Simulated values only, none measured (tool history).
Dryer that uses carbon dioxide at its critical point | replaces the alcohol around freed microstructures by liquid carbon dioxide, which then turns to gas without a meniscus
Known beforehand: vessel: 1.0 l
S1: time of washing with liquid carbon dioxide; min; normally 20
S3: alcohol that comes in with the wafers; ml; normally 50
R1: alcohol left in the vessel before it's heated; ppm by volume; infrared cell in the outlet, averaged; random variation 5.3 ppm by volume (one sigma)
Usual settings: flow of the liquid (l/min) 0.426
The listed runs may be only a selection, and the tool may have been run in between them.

Run 1, hour 0.0: usual settings. Result: R1 173 ppm by volume.
Run 2, hour 10.3: usual settings. Result: R1 173 ppm by volume.
Run 3, hour 15.8: usual settings. Result: R1 164 ppm by volume.
Run 4, hour 26.2: usual settings. Result: R1 173 ppm by volume.
Run 5, hour 34.6: usual settings. Result: R1 180 ppm by volume.
Run 6, hour 42.8: usual settings. Result: R1 176 ppm by volume.
Run 7, hour 47.3: usual settings. Result: R1 184 ppm by volume.
Run 8, hour 51.7: usual settings but S3 30 ml. Result: R1 114 ppm by volume.
Run 9, hour 56.4: usual settings but S3 20 ml. Result: R1 101 ppm by volume.
Run 10, hour 63.3: usual settings. Result: R1 186 ppm by volume.
Run 11, hour 68.0: usual settings. Result: R1 188 ppm by volume.
Run 12, hour 72.9: usual settings but S3 24 ml. Result: R1 109 ppm by volume.
Run 13, hour 78.2: usual settings but S3 24 ml. Result: R1 116 ppm by volume.
Run 14, hour 82.6: usual settings but flow of the liquid (l/min) 0.540. Result: R1 75 ppm by volume.
Run 15, hour 91.9: usual settings but S3 70 ml. Result: R1 266 ppm by volume.
Run 16, hour 99.0: usual settings but S3 70 ml. Result: R1 264 ppm by volume.
Run 17, hour 104.3: usual settings but S3 22 ml. Result: R1 114 ppm by volume.
Run 18, hour 110.2: usual settings but S3 22 ml. Result: R1 103 ppm by volume.
Run 19, hour 117.2: usual settings but S3 22 ml. Result: R1 115 ppm by volume.
Run 20, hour 122.0: usual settings but S3 22 ml. Result: R1 117 ppm by volume.
Run 21, hour 131.5: usual settings but S3 22 ml. Result: R1 116 ppm by volume.
Run 22, hour 137.8: usual settings but S1 26 min, S3 22 ml. Result: R1 58 ppm by volume.
Run 23, hour 146.5: usual settings but S1 26 min, S3 22 ml. Result: R1 54 ppm by volume.
Run 24, hour 154.4: usual settings but S1 26 min, S3 22 ml. Result: R1 61 ppm by volume.
Run 25, hour 162.7: usual settings but S1 26 min, flow of the liquid (l/min) 0.524, S3 22 ml. Result: R1 49 ppm by volume.
Run 26, hour 172.9: usual settings but S1 25 min. Result: R1 80 ppm by volume.
Run 27, hour 180.6: usual settings but S1 25 min. Result: R1 96 ppm by volume.
Run 28, hour 188.8: usual settings but S1 25 min. Result: R1 95 ppm by volume.
Run 29, hour 196.2: usual settings but flow of the liquid (l/min) 0.461. Result: R1 162 ppm by volume.
Run 30, hour 203.1: usual settings but S1 22 min, flow of the liquid (l/min) 0.342, S3 98 ml. Result: R1 780 ppm by volume.
Run 31, hour 207.4: usual settings but S1 22 min, flow of the liquid (l/min) 0.342, S3 98 ml. Result: R1 755 ppm by volume.
Run 32, hour 216.5: usual settings but S1 22 min, flow of the liquid (l/min) 0.342, S3 98 ml. Result: R1 761 ppm by volume.
Run 33, hour 220.8: usual settings but S1 14 min, flow of the liquid (l/min) 0.478, S3 31 ml. Result: R1 419 ppm by volume.
Run 34, hour 231.2: usual settings but S1 14 min, flow of the liquid (l/min) 0.478, S3 31 ml. Result: R1 412 ppm by volume.
Run 35, hour 238.8: usual settings but S1 18 min, flow of the liquid (l/min) 0.311, S3 42 ml. Result: R1 1169 ppm by volume.
Run 36, hour 243.1: usual settings but S1 22 min, flow of the liquid (l/min) 0.311, S3 55 ml. Result: R1 714 ppm by volume.
Run 37, hour 253.7: usual settings but S3 57 ml. Result: R1 276 ppm by volume.
Run 38, hour 261.2: usual settings but S3 57 ml. Result: R1 270 ppm by volume.
Run 39, hour 268.2: usual settings but S3 57 ml. Result: R1 266 ppm by volume.
Run 40, hour 273.5: usual settings but S3 62 ml. Result: R1 296 ppm by volume.
Run 41, hour 281.3: usual settings but S3 62 ml. Result: R1 300 ppm by volume.
Run 42, hour 288.5: usual settings but S3 62 ml. Result: R1 295 ppm by volume.
Run 43, hour 295.2: usual settings but flow of the liquid (l/min) 0.297. Result: R1 1187 ppm by volume.
Run 44, hour 299.6: usual settings but flow of the liquid (l/min) 0.297. Result: R1 1226 ppm by volume.
Run 45, hour 304.1: usual settings but S1 23 min, flow of the liquid (l/min) 0.598, S3 31 ml. Result: R1 65 ppm by volume.

Forecast each of these 5 alternatives for the next run:
Run A, hour 314.4: usual settings but S1 21 min, S3 87 ml. Result: R1 ?.
Run B, hour 314.4: usual settings but S1 15 min. Result: R1 ?.
Run C, hour 314.4: usual settings but S1 18 min, flow of the liquid (l/min) 0.598, S3 105 ml. Result: R1 ?.
Run D, hour 314.4: usual settings but S3 20 ml. Result: R1 ?.
Run E, hour 314.4: usual settings but S1 23 min, flow of the liquid (l/min) 0.465, S3 115 ml. Result: R1 ?.

run   R1
  A  311
  B  835
  C  141
  D  151
  E  172
Without the tool's unlogged condition, the same runs would have read:
run   R1
  A  133
  B  493
  C   40
  D   58
  E   57
